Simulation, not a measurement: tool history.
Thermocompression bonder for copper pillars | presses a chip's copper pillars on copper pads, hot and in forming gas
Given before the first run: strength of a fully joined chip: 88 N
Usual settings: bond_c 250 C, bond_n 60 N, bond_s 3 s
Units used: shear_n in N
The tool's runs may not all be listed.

run	hour	bond_c	bond_n	bond_s	shear_n
1	0	250	60	3	50.1
2	18.2	236	60	3	40.3
3	26.2	236	60	3	40.2
4	41.4	236	60	3	40.6
5	58.1	236	60	3	40.9
6	77.5	236	60	3	40.7
7	88.9	241	60	3	43.9
8	107.5	241	60	3	44.3
9	116.9	250	60	3	49.9
10	135.2	250	60	3	49.5
11	152.5	250	46	3	39.9
12	168	250	60	6	60.8
13	177.5	250	60	6	60.2
14	192.6	250	60	6	60.1
15	210.1	235	60	3	39.7
16	223.7	250	66	3	53.9
17	241.2	250	66	3	53.9
18	252.2	250	42	3	36.1
19	261.1	250	42	3	36.7
20	271.1	250	42	3	36.3
21	282.9	250	42	3	36.4
22	298	264	49	3	50.7
23	309	248	65	3	51.1
24	321.2	250	60	6	60.5
25	335.9	250	60	6	59.5
26	344.7	260	39	4	43.6
27	363.7	244	70	5	59.7
28	379.8	272	53	2	51.7
29	388.1	250	67	3	53.8
30	403.1	265	60	2	53
31	419.7	221	60	2	26.5
# hour 425.3: forming gas filter changed
32	436	221	60	2	28.2
33	450.6	248	87	2	59.4
34	468	233	60	8	55.8
35	479.5	251	73	8	74.1
36	490.1	236	50	3	36
37	498	250	50	2	38.1
38	513	261	37	8	54.6
# hour 518.3: heater calibrated with a thermocouple chip
39	533.9	261	37	8	48.6

Below, some changes in shear_n between adjacent runs. For each, the amount present without the hidden state too (settings, incoming material, random variation) and the amount remaining for the hidden state with gauge scatter not shared by both compared results:
The tool's hidden condition here consists of: true temperature of the bond over the reading, C; force that reaches the chip, % of what is set; oxide that the forming gas leaves, % of the face; drift of the gauge itself on shear_n, %.
Run 30 -> 31: bond_c 265 -> 221. shear_n -26.5 N: hidden state +0.3, all else -26.8.
Run 31 -> 32: forming gas filter changed. shear_n +1.7 N: hidden state +1.2, all else +0.5.
Run 32 -> 33: bond_c 221 -> 248, bond_n 60 -> 87. shear_n +31.2 N: hidden state +1.2, all else +30.
Run 34 -> 35: bond_c 233 -> 251, bond_n 60 -> 73. shear_n +18.3 N: hidden state -1.6, all else +19.9.
Run 35 -> 36: bond_c 251 -> 236, bond_n 73 -> 50, bond_s 8 -> 3. shear_n -38.1 N: hidden state +0.5, all else -38.6.
Run 38 -> 39: heater calibrated with a thermocouple chip. shear_n -6 N: hidden state -6.1, all else +0.1.

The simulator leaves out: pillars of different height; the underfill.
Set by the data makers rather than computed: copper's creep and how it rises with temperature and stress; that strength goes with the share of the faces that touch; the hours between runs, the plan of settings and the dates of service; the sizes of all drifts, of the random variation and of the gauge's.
